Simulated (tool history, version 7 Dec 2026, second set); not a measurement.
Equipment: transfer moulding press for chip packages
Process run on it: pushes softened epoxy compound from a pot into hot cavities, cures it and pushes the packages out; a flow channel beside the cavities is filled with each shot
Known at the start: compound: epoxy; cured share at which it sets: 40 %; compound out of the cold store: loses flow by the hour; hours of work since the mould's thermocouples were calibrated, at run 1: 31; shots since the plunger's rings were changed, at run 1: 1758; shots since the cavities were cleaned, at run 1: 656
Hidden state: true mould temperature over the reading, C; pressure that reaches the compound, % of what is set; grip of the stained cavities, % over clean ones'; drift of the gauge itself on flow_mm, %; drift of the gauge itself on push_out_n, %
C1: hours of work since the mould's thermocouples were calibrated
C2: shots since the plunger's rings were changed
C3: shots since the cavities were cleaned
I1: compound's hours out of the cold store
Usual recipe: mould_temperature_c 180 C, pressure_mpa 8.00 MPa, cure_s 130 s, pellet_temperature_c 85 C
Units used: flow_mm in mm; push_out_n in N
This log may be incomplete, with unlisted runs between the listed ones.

{"run": 1, "day": 0.0, "mould_temperature_c": 180, "pressure_mpa": 8.0, "cure_s": 130, "pellet_temperature_c": 85, "C1": 31, "C2": 1758, "C3": 656, "I1": 19.0, "flow_mm": 757, "push_out_n": 167}
{"day": 0.404, "done": "cavities cleaned with cleaning compound and waxed"}
{"run": 2, "day": 0.75, "mould_temperature_c": 180, "pressure_mpa": 8.0, "cure_s": 130, "pellet_temperature_c": 85, "C1": 42, "C2": 1922, "C3": 83, "I1": 25.1, "flow_mm": 735, "push_out_n": 177}
{"run": 3, "day": 1.167, "mould_temperature_c": 180, "pressure_mpa": 8.0, "cure_s": 168, "pellet_temperature_c": 85, "C1": 48, "C2": 2022, "C3": 183, "I1": 36.0, "flow_mm": 692, "push_out_n": 159}
{"run": 4, "day": 2.05, "mould_temperature_c": 180, "pressure_mpa": 8.0, "cure_s": 130, "pellet_temperature_c": 81, "C1": 62, "C2": 2234, "C3": 395, "I1": 44.4, "flow_mm": 655, "push_out_n": 170}
{"run": 5, "day": 2.642, "mould_temperature_c": 180, "pressure_mpa": 8.0, "cure_s": 130, "pellet_temperature_c": 81, "C1": 71, "C2": 2374, "C3": 535, "I1": 33.8, "flow_mm": 699, "push_out_n": 160}
{"day": 3.546, "done": "cavities cleaned with cleaning compound and waxed"}
{"run": 6, "day": 3.571, "mould_temperature_c": 180, "pressure_mpa": 8.0, "cure_s": 130, "pellet_temperature_c": 81, "C1": 85, "C2": 2582, "C3": 6, "I1": 11.4, "flow_mm": 793, "push_out_n": 169}
{"run": 7, "day": 4.192, "mould_temperature_c": 180, "pressure_mpa": 8.0, "cure_s": 130, "pellet_temperature_c": 81, "C1": 95, "C2": 2731, "C3": 155, "I1": 29.6, "flow_mm": 717, "push_out_n": 167}
{"run": 8, "day": 4.671, "mould_temperature_c": 180, "pressure_mpa": 8.0, "cure_s": 130, "pellet_temperature_c": 81, "C1": 102, "C2": 2845, "C3": 269, "I1": 25.4, "flow_mm": 730, "push_out_n": 174}
{"run": 9, "day": 5.529, "mould_temperature_c": 180, "pressure_mpa": 8.0, "cure_s": 130, "pellet_temperature_c": 81, "C1": 116, "C2": 3051, "C3": 475, "I1": 25.8, "flow_mm": 735, "push_out_n": 167}
{"run": 10, "day": 6.238, "mould_temperature_c": 180, "pressure_mpa": 8.0, "cure_s": 130, "pellet_temperature_c": 81, "C1": 127, "C2": 3221, "C3": 645, "I1": 13.2, "flow_mm": 780, "push_out_n": 169}
{"day": 6.704, "done": "cavities cleaned with cleaning compound and waxed"}
{"run": 11, "day": 7.204, "mould_temperature_c": 180, "pressure_mpa": 8.0, "cure_s": 130, "pellet_temperature_c": 81, "C1": 141, "C2": 3437, "C3": 120, "I1": 20.1, "flow_mm": 760, "push_out_n": 173}
{"run": 12, "day": 7.954, "mould_temperature_c": 180, "pressure_mpa": 8.0, "cure_s": 130, "pellet_temperature_c": 81, "C1": 153, "C2": 3616, "C3": 299, "I1": 27.8, "flow_mm": 724, "push_out_n": 171}
{"run": 13, "day": 8.779, "mould_temperature_c": 180, "pressure_mpa": 8.0, "cure_s": 130, "pellet_temperature_c": 81, "C1": 166, "C2": 3814, "C3": 497, "I1": 35.7, "flow_mm": 685, "push_out_n": 164}
{"run": 14, "day": 9.679, "mould_temperature_c": 180, "pressure_mpa": 8.0, "cure_s": 114, "pellet_temperature_c": 85, "C1": 180, "C2": 4028, "C3": 711, "I1": 20.8, "flow_mm": 748, "push_out_n": 203}
{"day": 9.854, "done": "cavities cleaned with cleaning compound and waxed"}
{"run": 15, "day": 10.525, "mould_temperature_c": 175, "pressure_mpa": 8.26, "cure_s": 146, "pellet_temperature_c": 78, "C1": 192, "C2": 4216, "C3": 160, "I1": 46.4, "flow_mm": 670, "push_out_n": 173}
{"run": 16, "day": 11.208, "mould_temperature_c": 175, "pressure_mpa": 8.26, "cure_s": 131, "pellet_temperature_c": 93, "C1": 203, "C2": 4380, "C3": 324, "I1": 41.0, "flow_mm": 689, "push_out_n": 192}
{"run": 17, "day": 12.196, "mould_temperature_c": 172, "pressure_mpa": 6.87, "cure_s": 120, "pellet_temperature_c": 79, "C1": 218, "C2": 4616, "C3": 560, "I1": 34.9, "flow_mm": 659, "push_out_n": 282}
{"run": 18, "day": 12.842, "mould_temperature_c": 175, "pressure_mpa": 6.88, "cure_s": 143, "pellet_temperature_c": 85, "C1": 228, "C2": 4771, "C3": 715, "I1": 43.1, "flow_mm": 619, "push_out_n": 178}
{"day": 12.992, "done": "cavities cleaned with cleaning compound and waxed"}
{"run": 19, "day": 13.858, "mould_temperature_c": 175, "pressure_mpa": 6.88, "cure_s": 143, "pellet_temperature_c": 85, "C1": 243, "C2": 4999, "C3": 208, "I1": 15.5, "flow_mm": 731, "push_out_n": 191}
{"run": 20, "day": 14.554, "mould_temperature_c": 175, "pressure_mpa": 9.32, "cure_s": 115, "pellet_temperature_c": 89, "C1": 254, "C2": 5165, "C3": 374, "I1": 23.8, "flow_mm": 810, "push_out_n": 252}
{"run": 21, "day": 15.433, "mould_temperature_c": 175, "pressure_mpa": 9.32, "cure_s": 115, "pellet_temperature_c": 89, "C1": 268, "C2": 5375, "C3": 584, "I1": 9.9, "flow_mm": 879, "push_out_n": 270}
{"run": 22, "day": 16.004, "mould_temperature_c": 175, "pressure_mpa": 9.32, "cure_s": 115, "pellet_temperature_c": 83, "C1": 277, "C2": 5512, "C3": 721, "I1": 39.9, "flow_mm": 735, "push_out_n": 250}

Run 23 has not been measured yet. What should we expect?
{"day": 16.154, "done": "cavities cleaned with cleaning compound and waxed"}
{"run": 23, "day": 16.754, "mould_temperature_c": 180, "pressure_mpa": 8.0, "cure_s": 130, "pellet_temperature_c": 83, "C1": 288, "C2": 5676, "C3": 143, "I1": 45.9, "flow_mm": "?", "push_out_n": "?"}

flow_mm: 648 mm
push_out_n: 176 N
On a tool with no hidden condition, and with the same random variation, this run would have come out at flow_mm 648 mm, push_out_n 176 N.

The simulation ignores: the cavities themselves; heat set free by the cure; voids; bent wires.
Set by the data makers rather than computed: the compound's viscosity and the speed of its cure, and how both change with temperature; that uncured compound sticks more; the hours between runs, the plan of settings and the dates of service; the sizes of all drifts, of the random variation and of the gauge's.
